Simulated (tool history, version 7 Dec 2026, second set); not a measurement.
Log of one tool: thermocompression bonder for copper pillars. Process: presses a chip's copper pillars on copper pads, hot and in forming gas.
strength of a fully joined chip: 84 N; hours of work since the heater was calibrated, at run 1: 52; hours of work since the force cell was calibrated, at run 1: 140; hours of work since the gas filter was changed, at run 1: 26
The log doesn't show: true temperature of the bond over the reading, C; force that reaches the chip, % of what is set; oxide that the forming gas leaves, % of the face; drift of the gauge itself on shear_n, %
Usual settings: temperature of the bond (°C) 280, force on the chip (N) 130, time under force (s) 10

| run | day | temperature of the bond (°C) | force on the chip (N) | time under force (s) | hours of work since the heater was calibrated | hours of work since the force cell was calibrated | hours of work since the gas filter was changed | force that shears a chip off (N) |
|---|---|---|---|---|---|---|---|---|
| 1 | 0.000 | 280 | 130 | 10 | 52 | 140 | 26 | 52.9 |
| 2 | 0.254 | 280 | 130 | 10 | 55 | 144 | 30 | 52.1 |
| 3 | 0.638 | 280 | 130 | 10 | 61 | 149 | 36 | 52.2 |
| 4 | 1.004 | 280 | 130 | 22 | 66 | 154 | 41 | 64.7 |
| 5 | 1.254 | 280 | 130 | 22 | 70 | 158 | 44 | 63.1 |
|  | 1.354 | force cell calibrated |
| 6 | 1.758 | 280 | 130 | 22 | 76 | 6 | 51 | 63.2 |
| 7 | 2.258 | 280 | 130 | 22 | 83 | 13 | 58 | 62.8 |
| 8 | 2.508 | 280 | 130 | 22 | 86 | 16 | 61 | 64.0 |
| 9 | 3.004 | 280 | 95 | 22 | 94 | 23 | 68 | 51.9 |
| 10 | 3.467 | 289 | 112 | 22 | 100 | 30 | 75 | 60.5 |
| 11 | 4.012 | 280 | 78 | 17 | 108 | 38 | 83 | 40.9 |
| 12 | 4.271 | 280 | 127 | 27 | 112 | 42 | 86 | 64.3 |
|  | 4.438 | force cell calibrated, once more |
| 13 | 4.729 | 280 | 127 | 27 | 117 | 4 | 92 | 66.5 |

Forecast each of these 4 alternatives for the next run:
| A | 5.154 | 289 | 130 | 10 | 123 | 10 | 98 | ? |
| B | 5.154 | 280 | 82 | 9 | 123 | 10 | 98 | ? |
| C | 5.154 | 253 | 177 | 24 | 123 | 10 | 98 | ? |
| D | 5.154 | 271 | 79 | 6 | 123 | 10 | 98 | ? |

| run | force that shears a chip off (N) |
|---|---|
| A | 55.8 |
| B | 35.4 |
| C | 63.0 |
| D | 25.7 |
Without the tool's hidden state the same runs would have given:
| run | force that shears a chip off (N) |
|---|---|
| A | 56.7 |
| B | 35.9 |
| C | 64.1 |
| D | 26.0 |
